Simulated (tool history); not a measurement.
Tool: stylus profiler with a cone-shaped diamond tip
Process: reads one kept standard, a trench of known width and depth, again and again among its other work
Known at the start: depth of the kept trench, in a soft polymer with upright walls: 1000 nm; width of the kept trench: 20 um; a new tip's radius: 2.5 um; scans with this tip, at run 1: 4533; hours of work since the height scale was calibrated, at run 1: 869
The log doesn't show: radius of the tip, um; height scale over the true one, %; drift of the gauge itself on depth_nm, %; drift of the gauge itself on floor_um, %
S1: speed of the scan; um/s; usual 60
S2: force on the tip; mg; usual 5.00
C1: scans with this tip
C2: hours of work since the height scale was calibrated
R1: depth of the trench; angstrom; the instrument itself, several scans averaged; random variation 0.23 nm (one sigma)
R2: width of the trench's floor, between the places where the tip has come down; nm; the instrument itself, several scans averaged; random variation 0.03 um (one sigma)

run	hour	S1	S2	C1	C2	R1	R2
1	0.0	60	5.00	4533	869	10194.2	15220
2	37.6	60	5.00	4652	891	10195.7	15230
3	96.5	60	5.00	4838	927	10194.3	15230
4	171.9	60	13.58	5076	973	10414.8	15270
5	228.0	60	13.58	5253	1007	10411.7	15260
6	303.3	17	13.58	5491	1052	10410.4	15390
7	365.2	17	13.58	5687	1090	10404.7	15330
# hour 419.9: height scale calibrated on a step standard
8	419.9	60	2.59	5858	0	10097.2	15050
9	492.1	60	2.59	6086	44	10096.0	15000
10	566.9	60	2.59	6322	89	10087.2	14930
11	610.4	60	5.00	6460	115	10171.5	15070
# hour 619.2: height scale calibrated on a step standard, once more
12	651.2	60	5.00	6587	19	10226.7	15010
13	705.3	117	11.28	6758	52	10399.9	14910
14	755.4	25	4.47	6916	82	10206.6	15130
15	811.4	45	6.38	7093	116	10262.4	15070
16	860.2	146	5.92	7248	146	10249.7	14660
17	941.9	146	5.92	7505	195	10248.6	14640
18	989.4	67	5.00	7656	224	10217.7	14860
19	1047.1	39	5.00	7838	259	10216.1	14960
20	1114.6	39	5.00	8051	300	10211.7	15000
21	1166.4	88	5.31	8215	331	10223.7	14740
22	1247.5	149	5.23	8471	380	10216.5	14460
23	1299.2	141	6.03	8634	412	10238.5	14490

4 ways to go on from here, each from the tool as it stands after run 23. What would each give?
A	1348.7	19	6.56	8791	442	?	?
B	1348.7	141	7.98	8791	442	?	?
C	1348.7	60	12.16	8791	442	?	?
D	1348.7	208	2.46	8791	442	?	?

run	R1	R2
A	10250.7	14980
B	10295.4	14570
C	10396.9	14910
D	10118.1	13710
Without the tool's hidden state the same runs would have given:
run	R1	R2
A	10279.1	15890
B	10324.0	15490
C	10425.8	15820
D	10146.2	14620
